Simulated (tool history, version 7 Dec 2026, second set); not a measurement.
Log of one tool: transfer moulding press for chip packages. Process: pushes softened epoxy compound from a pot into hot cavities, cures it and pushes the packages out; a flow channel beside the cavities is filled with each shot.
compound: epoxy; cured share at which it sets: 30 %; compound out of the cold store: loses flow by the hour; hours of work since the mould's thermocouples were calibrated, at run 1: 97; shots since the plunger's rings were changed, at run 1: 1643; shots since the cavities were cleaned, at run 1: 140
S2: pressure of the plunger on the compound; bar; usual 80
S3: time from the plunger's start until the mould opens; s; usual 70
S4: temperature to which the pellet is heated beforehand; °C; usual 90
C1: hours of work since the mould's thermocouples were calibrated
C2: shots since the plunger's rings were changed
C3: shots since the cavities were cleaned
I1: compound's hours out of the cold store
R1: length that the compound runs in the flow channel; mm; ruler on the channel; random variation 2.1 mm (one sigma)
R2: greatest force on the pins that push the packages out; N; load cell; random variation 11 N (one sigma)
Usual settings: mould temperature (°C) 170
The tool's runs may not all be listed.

{"run": 1, "hour": 0.0, "mould temperature (°C)": 170, "S2": 80, "S3": 70, "S4": 90, "C1": 97, "C2": 1643, "C3": 140, "I1": 32.4, "R1": 944, "R2": 737}
{"run": 2, "hour": 13.8, "mould temperature (°C)": 170, "S2": 80, "S3": 70, "S4": 90, "C1": 106, "C2": 1883, "C3": 380, "I1": 36.2, "R1": 926, "R2": 949}
{"run": 3, "hour": 24.8, "mould temperature (°C)": 170, "S2": 80, "S3": 70, "S4": 90, "C1": 113, "C2": 2076, "C3": 573, "I1": 20.7, "R1": 995, "R2": 1071}
{"run": 4, "hour": 32.8, "mould temperature (°C)": 170, "S2": 80, "S3": 70, "S4": 90, "C1": 118, "C2": 2216, "C3": 713, "I1": 14.1, "R1": 1022, "R2": 1081}
{"run": 5, "hour": 46.3, "mould temperature (°C)": 170, "S2": 80, "S3": 70, "S4": 90, "C1": 127, "C2": 2450, "C3": 947, "I1": 39.4, "R1": 910, "R2": 1088}
{"hour": 51.9, "done": "cavities cleaned with cleaning compound and waxed"}
{"run": 6, "hour": 59.2, "mould temperature (°C)": 170, "S2": 80, "S3": 70, "S4": 90, "C1": 134, "C2": 2651, "C3": 129, "I1": 15.3, "R1": 1012, "R2": 738}
{"run": 7, "hour": 69.4, "mould temperature (°C)": 170, "S2": 80, "S3": 70, "S4": 90, "C1": 140, "C2": 2828, "C3": 306, "I1": 22.5, "R1": 978, "R2": 858}
{"run": 8, "hour": 78.7, "mould temperature (°C)": 170, "S2": 80, "S3": 70, "S4": 99, "C1": 146, "C2": 2991, "C3": 469, "I1": 27.3, "R1": 947, "R2": 910}
{"run": 9, "hour": 86.9, "mould temperature (°C)": 170, "S2": 80, "S3": 70, "S4": 99, "C1": 152, "C2": 3133, "C3": 611, "I1": 29.2, "R1": 942, "R2": 975}
{"run": 10, "hour": 103.9, "mould temperature (°C)": 170, "S2": 80, "S3": 70, "S4": 99, "C1": 163, "C2": 3430, "C3": 908, "I1": 28.8, "R1": 943, "R2": 1023}
{"hour": 111.3, "done": "cavities cleaned with cleaning compound and waxed"}
{"run": 11, "hour": 119.8, "mould temperature (°C)": 170, "S2": 80, "S3": 70, "S4": 97, "C1": 172, "C2": 3682, "C3": 150, "I1": 12.1, "R1": 1015, "R2": 749}
{"run": 12, "hour": 135.3, "mould temperature (°C)": 170, "S2": 80, "S3": 70, "S4": 97, "C1": 182, "C2": 3952, "C3": 420, "I1": 19.5, "R1": 979, "R2": 933}
{"run": 13, "hour": 148.1, "mould temperature (°C)": 170, "S2": 80, "S3": 70, "S4": 97, "C1": 190, "C2": 4174, "C3": 642, "I1": 8.4, "R1": 1033, "R2": 1048}
{"run": 14, "hour": 166.1, "mould temperature (°C)": 170, "S2": 77.4, "S3": 92, "S4": 97, "C1": 201, "C2": 4489, "C3": 957, "I1": 35.4, "R1": 893, "R2": 675}
{"hour": 170.4, "done": "cavities cleaned with cleaning compound and waxed"}
{"hour": 178.8, "done": "plunger's sealing rings changed"}
{"run": 15, "hour": 186.1, "mould temperature (°C)": 177, "S2": 79.3, "S3": 76, "S4": 89, "C1": 212, "C2": 127, "C3": 230, "I1": 27.8, "R1": 938, "R2": 516}
{"run": 16, "hour": 196.3, "mould temperature (°C)": 164, "S2": 61.8, "S3": 68, "S4": 98, "C1": 218, "C2": 305, "C3": 408, "I1": 18.8, "R1": 914, "R2": 1655}
{"run": 17, "hour": 206.3, "mould temperature (°C)": 164, "S2": 61.8, "S3": 68, "S4": 98, "C1": 224, "C2": 479, "C3": 582, "I1": 11.7, "R1": 947, "R2": 1780}
{"run": 18, "hour": 219.6, "mould temperature (°C)": 164, "S2": 81, "S3": 67, "S4": 98, "C1": 233, "C2": 710, "C3": 813, "I1": 10, "R1": 1096, "R2": 1961}
{"run": 19, "hour": 227.9, "mould temperature (°C)": 169, "S2": 94.5, "S3": 83, "S4": 89, "C1": 238, "C2": 856, "C3": 959, "I1": 20.3, "R1": 1091, "R2": 831}
{"hour": 233.0, "done": "cavities cleaned with cleaning compound and waxed"}
{"run": 20, "hour": 246.6, "mould temperature (°C)": 166, "S2": 67.7, "S3": 64, "S4": 97, "C1": 249, "C2": 1156, "C3": 237, "I1": 8.3, "R1": 987, "R2": 1493}
{"run": 21, "hour": 263.1, "mould temperature (°C)": 166, "S2": 80, "S3": 70, "S4": 83, "C1": 260, "C2": 1445, "C3": 526, "I1": 9.2, "R1": 1075, "R2": 1537}
{"run": 22, "hour": 273.6, "mould temperature (°C)": 166, "S2": 80, "S3": 70, "S4": 83, "C1": 267, "C2": 1627, "C3": 708, "I1": 42.8, "R1": 919, "R2": 1372}
{"run": 23, "hour": 281.0, "mould temperature (°C)": 169, "S2": 62.3, "S3": 71, "S4": 97, "C1": 271, "C2": 1755, "C3": 836, "I1": 16.6, "R1": 892, "R2": 1080}

Forecast each of these 3 alternatives for the next run:
{"hour": 293.0, "done": "cavities cleaned with cleaning compound and waxed"}
{"run": "A", "hour": 298.9, "mould temperature (°C)": 176, "S2": 80, "S3": 59, "S4": 86, "C1": 282, "C2": 2042, "C3": 103, "I1": 47, "R1": "?", "R2": "?"}
{"hour": 293.0, "done": "cavities cleaned with cleaning compound and waxed"}
{"run": "B", "hour": 298.9, "mould temperature (°C)": 176, "S2": 80, "S3": 70, "S4": 81, "C1": 282, "C2": 2042, "C3": 103, "I1": 38.3, "R1": "?", "R2": "?"}
{"hour": 293.0, "done": "cavities cleaned with cleaning compound and waxed"}
{"run": "C", "hour": 298.9, "mould temperature (°C)": 170, "S2": 82.9, "S3": 70, "S4": 90, "C1": 282, "C2": 2042, "C3": 103, "I1": 26.8, "R1": "?", "R2": "?"}

run=A R1=857 R2=642
run=B R1=890 R2=477
run=C R1=977 R2=683
Without the tool's hidden state the same runs would have given:
run=A R1=874 R2=511
run=B R1=909 R2=379
run=C R1=997 R2=545
